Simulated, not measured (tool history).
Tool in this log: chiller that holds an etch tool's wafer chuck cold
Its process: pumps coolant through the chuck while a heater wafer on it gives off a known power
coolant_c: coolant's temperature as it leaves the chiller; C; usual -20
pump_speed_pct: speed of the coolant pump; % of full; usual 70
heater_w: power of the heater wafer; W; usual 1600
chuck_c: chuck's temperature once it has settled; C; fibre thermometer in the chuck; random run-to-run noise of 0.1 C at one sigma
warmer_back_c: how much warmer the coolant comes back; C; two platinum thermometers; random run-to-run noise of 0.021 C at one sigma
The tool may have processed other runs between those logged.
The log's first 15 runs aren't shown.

| run | day | coolant_c | pump_speed_pct | heater_w | chuck_c | warmer_back_c |
|---|---|---|---|---|---|---|
| 16 | 36.583 | -20 | 73 | 1600 | -6.0 | 4.21 |
| 17 | 38.625 | -14 | 63 | 1045 | -3.9 | 3.23 |
| 18 | 41.938 | -14 | 63 | 1045 | -3.9 | 3.27 |
| 19 | 44.038 | -14 | 63 | 1045 | -4.2 | 3.27 |
| 20 | 45.721 | -14 | 63 | 1045 | -3.8 | 3.29 |
| 21 | 47.662 | -14 | 63 | 1045 | -4.0 | 3.28 |
| 22 | 49.112 | -29 | 70 | 1856 | -12.3 | 5.16 |
| 23 | 50.667 | -29 | 89 | 2359 | -10.5 | 4.97 |
| 24 | 52.896 | -21 | 70 | 1600 | -6.3 | 4.48 |
| 25 | 55.212 | -25 | 68 | 1217 | -13.7 | 3.50 |
| 26 | 58.608 | -25 | 68 | 1217 | -13.7 | 3.45 |
| 27 | 61.446 | -28 | 68 | 2019 | -9.4 | 5.77 |
| 28 | 64.121 | -11 | 83 | 2019 | 5.5 | 4.61 |
| 29 | 67.542 | -20 | 86 | 1600 | -7.1 | 3.53 |
| 30 | 70.788 | -25 | 63 | 2205 | -3.6 | 6.94 |
| 31 | 72.733 | -22 | 71 | 1600 | -7.4 | 4.38 |

Alternative continuations, all from the tool just after run 31; predict every row:
| A | 75.854 | -22 | 81 | 851 | ? | ? |
| B | 75.854 | -24 | 62 | 2195 | ? | ? |
| C | 75.854 | -24 | 70 | 1188 | ? | ? |
| D | 75.854 | -20 | 70 | 1877 | ? | ? |
| E | 75.854 | -20 | 70 | 1128 | ? | ? |

| run | chuck_c | warmer_back_c |
|---|---|---|
| A | -14.6 | 2.03 |
| B | -2.3 | 7.01 |
| C | -13.0 | 3.34 |
| D | -2.9 | 5.21 |
| E | -9.6 | 3.12 |
With the hidden condition removed and each run's random variation left untouched, the same runs would have given:
| run | chuck_c | warmer_back_c |
|---|---|---|
| A | -15.8 | 1.96 |
| B | -5.5 | 6.79 |
| C | -14.8 | 3.24 |
| D | -5.5 | 5.05 |
| E | -11.2 | 3.02 |

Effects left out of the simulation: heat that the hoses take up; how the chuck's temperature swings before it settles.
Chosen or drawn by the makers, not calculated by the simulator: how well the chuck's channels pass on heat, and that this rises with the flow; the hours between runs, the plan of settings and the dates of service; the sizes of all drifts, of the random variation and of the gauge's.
